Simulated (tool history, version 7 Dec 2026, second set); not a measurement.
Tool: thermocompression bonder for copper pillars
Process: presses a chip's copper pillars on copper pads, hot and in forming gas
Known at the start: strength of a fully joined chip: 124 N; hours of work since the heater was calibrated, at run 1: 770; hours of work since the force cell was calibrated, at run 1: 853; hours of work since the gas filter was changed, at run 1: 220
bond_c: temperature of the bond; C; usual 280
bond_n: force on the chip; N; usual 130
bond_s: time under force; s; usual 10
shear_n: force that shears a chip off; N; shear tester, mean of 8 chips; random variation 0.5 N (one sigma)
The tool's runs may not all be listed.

run    hour  bond_c  bond_n  bond_s  hours of work since the heater was calibrated  hours of work since the force cell was calibrated  hours of work since the gas filter was changed  shear_n
  1     0.0     280     130      10                                            770                                                853                                             220     59.4
  2    68.7     280     130      10                                            805                                                888                                             255     58.1
  3   118.7     259     130      10                                            831                                                914                                             281     43.7
  4   193.8     293     130      10                                            869                                                952                                             319     69.1
  5   231.3     293     149      10                                            888                                                971                                             338     75.5
  6   306.5     293     149      10                                            927                                               1010                                             377     75.0
  7   352.9     280      96      10                                            951                                               1034                                             401     47.1
  8   391.4     280      96      10                                            971                                               1054                                             421     46.9
  9   441.8     280      96      10                                            996                                               1079                                             446     46.5
      477.5  -- forming gas filter changed
 10   498.1     280     109      10                                           1025                                               1108                                              11     52.0
 11   529.3     280     109      10                                           1041                                               1124                                              27     52.3
 12   594.4     280     109      10                                           1074                                               1158                                              60     51.4
 13   642.8     280     109      10                                           1099                                               1182                                              85     51.9
 14   697.4     280     109      10                                           1127                                               1210                                             113     51.7
 15   728.0     280     109      10                                           1143                                               1226                                             129     51.7
 16   787.6     271      86       8                                           1174                                               1257                                             159     34.5
      824.8  -- force cell calibrated
 17   835.5     290     187      13                                           1197                                                  6                                             183     87.9
 18   883.3     258     154      21                                           1222                                                 30                                             207     63.7
 19   929.4     280     130      15                                           1246                                                 54                                             231     67.6
 20  1002.9     280     130       7                                           1283                                                 91                                             269     52.0
 21  1069.9     280     130       7                                           1318                                                126                                             303     51.0
 22  1106.3     280      82       6                                           1336                                                144                                             322     32.9
     1156.3  -- heater calibrated with a thermocouple chip
 23  1158.7     280      82       6                                              1                                                170                                             348     32.9
 24  1193.4     259      84       7                                             19                                                188                                             366     25.7

Forecast each of these 5 alternatives for the next run:
  A  1266.9     280     130      16                                             57                                                226                                             403        ?
  B  1266.9     259     156       7                                             57                                                226                                             403        ?
  C  1266.9     259      80       7                                             57                                                226                                             403        ?
  D  1266.9     293      79      10                                             57                                                226                                             403        ?
  E  1266.9     258     111      26                                             57                                                226                                             403        ?

run  shear_n
  A     69.3
  B     43.0
  C     24.9
  D     48.4
  E     54.0
Without the tool's hidden state the same runs would have given:
run  shear_n
  A     69.4
  B     43.1
  C     24.9
  D     48.5
  E     54.0
